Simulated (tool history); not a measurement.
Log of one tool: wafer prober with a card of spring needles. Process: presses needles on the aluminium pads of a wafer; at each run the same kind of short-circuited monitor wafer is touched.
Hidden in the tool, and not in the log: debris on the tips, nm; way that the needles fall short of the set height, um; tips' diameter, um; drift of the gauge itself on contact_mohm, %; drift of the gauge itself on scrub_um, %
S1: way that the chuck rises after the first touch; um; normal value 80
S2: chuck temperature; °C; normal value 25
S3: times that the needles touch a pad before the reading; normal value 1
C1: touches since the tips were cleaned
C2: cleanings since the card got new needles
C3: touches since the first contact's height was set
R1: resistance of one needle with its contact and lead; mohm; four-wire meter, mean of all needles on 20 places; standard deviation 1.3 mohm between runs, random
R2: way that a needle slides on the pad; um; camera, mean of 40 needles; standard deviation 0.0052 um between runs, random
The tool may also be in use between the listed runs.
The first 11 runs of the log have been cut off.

run 12 hour=78.4 | S1=80 S2=25 S3=1 | C1=5232 C2=7 C3=65397 | R1=164 R2=16.676
run 13 hour=87.5 | S1=80 S2=25 S3=1 | C1=8165 C2=7 C3=68330 | R1=173 R2=16.690
-- hour=88.6 height of the first contact set anew
-- hour=89.4 tips cleaned on abrasive film
run 14 hour=93.3 | S1=80 S2=25 S3=1 | C1=1228 C2=8 C3=1455 | R1=133 R2=16.669
run 15 hour=100.3 | S1=80 S2=25 S3=1 | C1=3485 C2=8 C3=3712 | R1=153 R2=16.663
run 16 hour=105.9 | S1=80 S2=25 S3=1 | C1=5304 C2=8 C3=5531 | R1=166 R2=16.663
-- hour=112.8 height of the first contact set anew, once more
run 17 hour=115.6 | S1=71 S2=25 S3=1 | C1=8304 C2=8 C3=887 | R1=189 R2=14.878
-- hour=116.9 tips cleaned on abrasive film
run 18 hour=120.4 | S1=80 S2=25 S3=2 | C1=1114 C2=9 C3=2412 | R1=119 R2=16.748
run 19 hour=124.4 | S1=63 S2=47 S3=1 | C1=2418 C2=9 C3=3716 | R1=168 R2=13.185
run 20 hour=130.6 | S1=75 S2=38 S3=1 | C1=4394 C2=9 C3=5692 | R1=169 R2=15.702
run 21 hour=140.2 | S1=100 S2=75 S3=3 | C1=7493 C2=9 C3=8791 | R1=124 R2=20.943
-- hour=143.9 tips cleaned on abrasive film
run 22 hour=148.9 | S1=100 S2=75 S3=3 | C1=1621 C2=10 C3=11563 | R1=115 R2=20.928
run 23 hour=154.2 | S1=98 S2=53 S3=3 | C1=3315 C2=10 C3=13257 | R1=117 R2=20.516
run 24 hour=164.0 | S1=62 S2=36 S3=1 | C1=6461 C2=10 C3=16403 | R1=206 R2=12.960
-- hour=170.7 tips cleaned on abrasive film
run 25 hour=173.6 | S1=66 S2=32 S3=1 | C1=920 C2=11 C3=19455 | R1=141 R2=13.794
run 26 hour=180.8 | S1=66 S2=32 S3=1 | C1=3237 C2=11 C3=21772 | R1=173 R2=13.786
run 27 hour=187.4 | S1=66 S2=32 S3=1 | C1=5385 C2=11 C3=23920 | R1=190 R2=13.794
run 28 hour=191.7 | S1=66 S2=34 S3=1 | C1=6757 C2=11 C3=25292 | R1=201 R2=13.793
-- hour=197.9 tips cleaned on abrasive film
run 29 hour=201.5 | S1=61 S2=105 S3=2 | C1=1154 C2=12 C3=28423 | R1=145 R2=12.742
run 30 hour=210.8 | S1=97 S2=105 S3=2 | C1=4134 C2=12 C3=31403 | R1=134 R2=20.280
run 31 hour=220.3 | S1=80 S2=39 S3=2 | C1=7213 C2=12 C3=34482 | R1=146 R2=16.714
-- hour=224.8 tips cleaned on abrasive film
run 32 hour=225.5 | S1=80 S2=39 S3=2 | C1=221 C2=13 C3=36115 | R1=112 R2=16.712
run 33 hour=235.1 | S1=80 S2=57 S3=2 | C1=3289 C2=13 C3=39183 | R1=138 R2=16.708
run 34 hour=241.8 | S1=80 S2=57 S3=2 | C1=5462 C2=13 C3=41356 | R1=145 R2=16.704

Estimate the outcome of run 35 from the log above:
run 35 hour=247.1 | S1=75 S2=86 S3=2 | C1=7162 C2=13 C3=43056 | R1=? R2=?

Run 35 measured R1 157 mohm, R2 15.659 um.
With the hidden condition absent and the run-to-run variation left alone, this run would have shown R1 116 mohm, R2 15.711 um.
